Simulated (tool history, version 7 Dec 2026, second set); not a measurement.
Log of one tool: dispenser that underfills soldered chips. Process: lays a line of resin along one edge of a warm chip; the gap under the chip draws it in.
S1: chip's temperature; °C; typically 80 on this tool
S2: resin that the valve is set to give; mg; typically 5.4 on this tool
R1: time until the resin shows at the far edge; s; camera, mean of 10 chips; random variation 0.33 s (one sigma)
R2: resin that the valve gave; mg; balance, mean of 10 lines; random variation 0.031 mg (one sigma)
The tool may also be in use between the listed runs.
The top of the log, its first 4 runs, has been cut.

run 5 day=1.008 | S1=80 S2=5.27 | R1=22.4 R2=5.11
-- day=1.175 new syringe of resin
run 6 day=1.192 | S1=90 S2=5.27 | R1=8.5 R2=5.14
run 7 day=1.342 | S1=80 S2=4.96 | R1=16.1 R2=4.89
run 8 day=1.567 | S1=80 S2=6.05 | R1=19.5 R2=5.89
-- day=1.867 new syringe of resin
run 9 day=1.892 | S1=80 S2=6.05 | R1=13.7 R2=5.84
run 10 day=2.238 | S1=80 S2=6.05 | R1=19.1 R2=5.86
run 11 day=2.429 | S1=80 S2=6.05 | R1=22.5 R2=5.86
-- day=2.558 new syringe of resin
run 12 day=2.729 | S1=80 S2=5.4 | R1=16.1 R2=5.17
run 13 day=2.921 | S1=84 S2=5.4 | R1=16.1 R2=5.2
run 14 day=3.104 | S1=84 S2=5.4 | R1=19.2 R2=5.17
-- day=3.233 new syringe of resin
run 15 day=3.338 | S1=84 S2=5.4 | R1=12.7 R2=5.22
run 16 day=3.496 | S1=84 S2=6.79 | R1=13.9 R2=6.37
run 17 day=3.654 | S1=84 S2=6.79 | R1=16.8 R2=6.47
-- day=3.912 new syringe of resin
run 18 day=3.921 | S1=82 S2=5.4 | R1=12.7 R2=5.18
run 19 day=4.238 | S1=82 S2=5.4 | R1=18 R2=5.12
run 20 day=4.538 | S1=83 S2=5.4 | R1=22.5 R2=5.09
-- day=4.6 new syringe of resin
run 21 day=4.817 | S1=83 S2=5.4 | R1=14.8 R2=5.11
run 22 day=4.971 | S1=82 S2=4.97 | R1=18 R2=4.68
run 23 day=5.217 | S1=76 S2=4.73 | R1=31.6 R2=4.52
-- day=5.3 new syringe of resin
run 24 day=5.458 | S1=76 S2=4.73 | R1=20.4 R2=4.43
run 25 day=5.825 | S1=70 S2=5.14 | R1=37.4 R2=4.82

What does the tool deliver on the next run?
-- day=5.983 new syringe of resin
run 26 day=6.183 | S1=70 S2=5.85 | R1=? R2=?

R1: 25.3 s
R2: 5.47 mg
With no hidden state in the tool, this same run would have given R1 20 s, R2 5.86 mg.

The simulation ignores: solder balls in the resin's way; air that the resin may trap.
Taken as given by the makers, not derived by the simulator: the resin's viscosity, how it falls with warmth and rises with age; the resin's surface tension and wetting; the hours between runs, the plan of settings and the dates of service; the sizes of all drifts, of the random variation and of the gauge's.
